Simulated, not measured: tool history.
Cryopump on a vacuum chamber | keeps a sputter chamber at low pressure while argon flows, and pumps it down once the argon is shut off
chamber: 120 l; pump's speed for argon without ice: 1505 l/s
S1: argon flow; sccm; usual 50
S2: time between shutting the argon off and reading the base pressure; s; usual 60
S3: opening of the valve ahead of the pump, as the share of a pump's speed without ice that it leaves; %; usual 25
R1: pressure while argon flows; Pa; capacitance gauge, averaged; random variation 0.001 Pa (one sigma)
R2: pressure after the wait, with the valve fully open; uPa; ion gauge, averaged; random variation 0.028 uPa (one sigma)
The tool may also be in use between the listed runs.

run 1 hour=0 | S1=50 S2=60 S3=25 | R1=0.2298 R2=3.05
run 2 hour=12.8 | S1=72 S2=60 S3=25 | R1=0.3317 R2=3.15
run 3 hour=24.6 | S1=72 S2=60 S3=25 | R1=0.3338 R2=3.21
run 4 hour=38.5 | S1=72 S2=60 S3=25 | R1=0.3328 R2=3.12
run 5 hour=48.2 | S1=72 S2=60 S3=25 | R1=0.3344 R2=3.19
run 6 hour=57.3 | S1=72 S2=60 S3=25 | R1=0.3334 R2=3.25
run 7 hour=72.4 | S1=72 S2=60 S3=25 | R1=0.3341 R2=3.26
run 8 hour=80.5 | S1=50 S2=60 S3=25 | R1=0.2297 R2=3.25
run 9 hour=96.6 | S1=50 S2=36 S3=25 | R1=0.2296 R2=4.07
run 10 hour=106.1 | S1=50 S2=60 S3=25 | R1=0.2309 R2=3.32
run 11 hour=122.6 | S1=50 S2=60 S3=25 | R1=0.2327 R2=3.37
run 12 hour=129.9 | S1=50 S2=245 S3=25 | R1=0.2313 R2=2.51
run 13 hour=137.8 | S1=50 S2=245 S3=25 | R1=0.2322 R2=2.53
run 14 hour=154 | S1=50 S2=60 S3=25 | R1=0.233 R2=3.4
run 15 hour=165.4 | S1=50 S2=60 S3=25 | R1=0.2319 R2=3.5
run 16 hour=180.9 | S1=50 S2=60 S3=57 | R1=0.1084 R2=3.45
run 17 hour=194.6 | S1=50 S2=60 S3=27 | R1=0.2166 R2=3.51
run 18 hour=202.2 | S1=50 S2=60 S3=27 | R1=0.2162 R2=3.58
run 19 hour=210.8 | S1=50 S2=60 S3=27 | R1=0.2173 R2=3.56
run 20 hour=219.7 | S1=50 S2=60 S3=27 | R1=0.2174 R2=3.6
run 21 hour=229.2 | S1=83 S2=64 S3=40 | R1=0.2488 R2=3.47
run 22 hour=237.5 | S1=50 S2=149 S3=25 | R1=0.235 R2=2.9
run 23 hour=250.3 | S1=23 S2=29 S3=25 | R1=0.1063 R2=4.77
run 24 hour=260.6 | S1=38 S2=99 S3=55 | R1=0.0843 R2=3.2
run 25 hour=274.3 | S1=38 S2=99 S3=55 | R1=0.085 R2=3.35
run 26 hour=286.3 | S1=54 S2=97 S3=55 | R1=0.1211 R2=3.19
run 27 hour=294.6 | S1=24 S2=84 S3=21 | R1=0.1324 R2=3.41
run 28 hour=304 | S1=82 S2=53 S3=25 | R1=0.3858 R2=3.89
run 29 hour=320.1 | S1=82 S2=188 S3=41 | R1=0.2407 R2=3.08
run 30 hour=334.8 | S1=82 S2=188 S3=41 | R1=0.2427 R2=2.99
run 31 hour=351 | S1=98 S2=92 S3=19 | R1=0.599 R2=3.4
run 32 hour=359.8 | S1=50 S2=223 S3=25 | R1=0.2339 R2=3.01
run 33 hour=372.1 | S1=70 S2=59 S3=23 | R1=0.3567 R2=3.95
run 34 hour=387.2 | S1=70 S2=59 S3=23 | R1=0.3581 R2=4.01

Forecast each of these 4 alternatives for the next run:
run A hour=397.7 | S1=75 S2=59 S3=23 | R1=? R2=?
run B hour=397.7 | S1=46 S2=110 S3=22 | R1=? R2=?
run C hour=397.7 | S1=50 S2=60 S3=47 | R1=? R2=?
run D hour=397.7 | S1=70 S2=59 S3=26 | R1=? R2=?

run=A R1=0.3847 R2=4.02
run=B R1=0.2456 R2=3.59
run=C R1=0.1305 R2=4.07
run=D R1=0.3157 R2=3.93
Without the tool's hidden state the same runs would have given:
run=A R1=0.3671 R2=1.31
run=B R1=0.2349 R2=0.82
run=C R1=0.1188 R2=1.32
run=D R1=0.2994 R2=1.29
